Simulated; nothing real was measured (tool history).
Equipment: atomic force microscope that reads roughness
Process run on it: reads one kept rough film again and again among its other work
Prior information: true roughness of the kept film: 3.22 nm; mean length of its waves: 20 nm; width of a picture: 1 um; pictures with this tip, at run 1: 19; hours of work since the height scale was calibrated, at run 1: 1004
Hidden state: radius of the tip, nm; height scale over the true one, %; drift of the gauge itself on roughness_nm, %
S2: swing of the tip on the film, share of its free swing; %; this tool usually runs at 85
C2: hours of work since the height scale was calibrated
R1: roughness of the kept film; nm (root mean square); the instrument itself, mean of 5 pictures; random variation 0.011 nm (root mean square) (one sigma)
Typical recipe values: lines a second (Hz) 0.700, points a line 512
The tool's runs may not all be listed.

run 1 hour=0.0 | lines_a_second_(Hz)=0.700 S2=85 points_a_line=512 | pictures_with_this_tip=19 C2=1004 | R1=2.348
run 2 hour=23.1 | lines_a_second_(Hz)=0.700 S2=85 points_a_line=512 | pictures_with_this_tip=71 C2=1019 | R1=2.155
run 3 hour=63.9 | lines_a_second_(Hz)=0.700 S2=85 points_a_line=512 | pictures_with_this_tip=162 C2=1046 | R1=1.859
run 4 hour=115.6 | lines_a_second_(Hz)=0.700 S2=85 points_a_line=512 | pictures_with_this_tip=277 C2=1080 | R1=1.611
run 5 hour=153.6 | lines_a_second_(Hz)=0.832 S2=85 points_a_line=512 | pictures_with_this_tip=362 C2=1105 | R1=1.429
-- hour=157.2 new tip fitted
run 6 hour=192.0 | lines_a_second_(Hz)=0.832 S2=85 points_a_line=512 | pictures_with_this_tip=78 C2=1130 | R1=2.109
run 7 hour=243.2 | lines_a_second_(Hz)=0.700 S2=85 points_a_line=430 | pictures_with_this_tip=192 C2=1163 | R1=1.796
run 8 hour=271.0 | lines_a_second_(Hz)=0.700 S2=85 points_a_line=430 | pictures_with_this_tip=254 C2=1182 | R1=1.661
run 9 hour=308.2 | lines_a_second_(Hz)=0.700 S2=85 points_a_line=298 | pictures_with_this_tip=337 C2=1206 | R1=1.482
-- hour=325.3 new tip fitted
run 10 hour=361.7 | lines_a_second_(Hz)=0.700 S2=85 points_a_line=298 | pictures_with_this_tip=82 C2=1241 | R1=2.082
run 11 hour=386.9 | lines_a_second_(Hz)=0.726 S2=85 points_a_line=512 | pictures_with_this_tip=138 C2=1257 | R1=1.973
run 12 hour=425.6 | lines_a_second_(Hz)=0.726 S2=85 points_a_line=512 | pictures_with_this_tip=224 C2=1283 | R1=1.735
run 13 hour=453.5 | lines_a_second_(Hz)=0.726 S2=85 points_a_line=512 | pictures_with_this_tip=287 C2=1301 | R1=1.600
-- hour=458.6 height scale calibrated on a step standard
-- hour=492.6 new tip fitted
run 14 hour=500.3 | lines_a_second_(Hz)=0.700 S2=85 points_a_line=512 | pictures_with_this_tip=18 C2=27 | R1=2.319
run 15 hour=547.2 | lines_a_second_(Hz)=0.700 S2=85 points_a_line=512 | pictures_with_this_tip=122 C2=58 | R1=1.964
run 16 hour=596.8 | lines_a_second_(Hz)=0.700 S2=85 points_a_line=512 | pictures_with_this_tip=233 C2=90 | R1=1.674
-- hour=642.5 height scale calibrated on a step standard, once more
run 17 hour=642.5 | lines_a_second_(Hz)=1.936 S2=85 points_a_line=512 | pictures_with_this_tip=333 C2=0 | R1=1.346
-- hour=660.3 new tip fitted
run 18 hour=681.3 | lines_a_second_(Hz)=1.936 S2=85 points_a_line=512 | pictures_with_this_tip=46 C2=25 | R1=2.018
run 19 hour=718.1 | lines_a_second_(Hz)=1.936 S2=85 points_a_line=512 | pictures_with_this_tip=129 C2=49 | R1=1.763
run 20 hour=760.7 | lines_a_second_(Hz)=1.936 S2=85 points_a_line=512 | pictures_with_this_tip=224 C2=77 | R1=1.518
run 21 hour=796.7 | lines_a_second_(Hz)=1.936 S2=85 points_a_line=318 | pictures_with_this_tip=304 C2=101 | R1=1.381
-- hour=827.7 new tip fitted
run 22 hour=835.1 | lines_a_second_(Hz)=2.865 S2=85 points_a_line=664 | pictures_with_this_tip=16 C2=126 | R1=2.039
run 23 hour=886.4 | lines_a_second_(Hz)=2.865 S2=85 points_a_line=664 | pictures_with_this_tip=131 C2=159 | R1=1.680
run 24 hour=938.4 | lines_a_second_(Hz)=2.865 S2=85 points_a_line=674 | pictures_with_this_tip=247 C2=194 | R1=1.425
run 25 hour=979.9 | lines_a_second_(Hz)=2.865 S2=58 points_a_line=674 | pictures_with_this_tip=340 C2=221 | R1=1.518
-- hour=992.7 new tip fitted
run 26 hour=1029.8 | lines_a_second_(Hz)=1.309 S2=71 points_a_line=622 | pictures_with_this_tip=83 C2=253 | R1=2.118
run 27 hour=1054.9 | lines_a_second_(Hz)=1.307 S2=59 points_a_line=622 | pictures_with_this_tip=139 C2=270 | R1=2.042
run 28 hour=1091.2 | lines_a_second_(Hz)=1.307 S2=59 points_a_line=622 | pictures_with_this_tip=220 C2=294 | R1=1.814
run 29 hour=1130.8 | lines_a_second_(Hz)=0.543 S2=88 points_a_line=361 | pictures_with_this_tip=308 C2=320 | R1=1.557

The logged runs with the hidden state left out (each run's random variation unchanged):
run=1 R1=2.456
run=2 R1=2.476
run=3 R1=2.451
run=4 R1=2.452
run=5 R1=2.419
run=6 R1=2.433
run=7 R1=2.450
run=8 R1=2.445
run=9 R1=2.411
run=10 R1=2.407
run=11 R1=2.458
run=12 R1=2.447
run=13 R1=2.450
run=14 R1=2.439
run=15 R1=2.451
run=16 R1=2.439
run=17 R1=2.221
run=18 R1=2.230
run=19 R1=2.218
run=20 R1=2.216
run=21 R1=2.198
run=22 R1=2.089
run=23 R1=2.086
run=24 R1=2.080
run=25 R1=2.476
run=26 R1=2.465
run=27 R1=2.565
run=28 R1=2.550
run=29 R1=2.452

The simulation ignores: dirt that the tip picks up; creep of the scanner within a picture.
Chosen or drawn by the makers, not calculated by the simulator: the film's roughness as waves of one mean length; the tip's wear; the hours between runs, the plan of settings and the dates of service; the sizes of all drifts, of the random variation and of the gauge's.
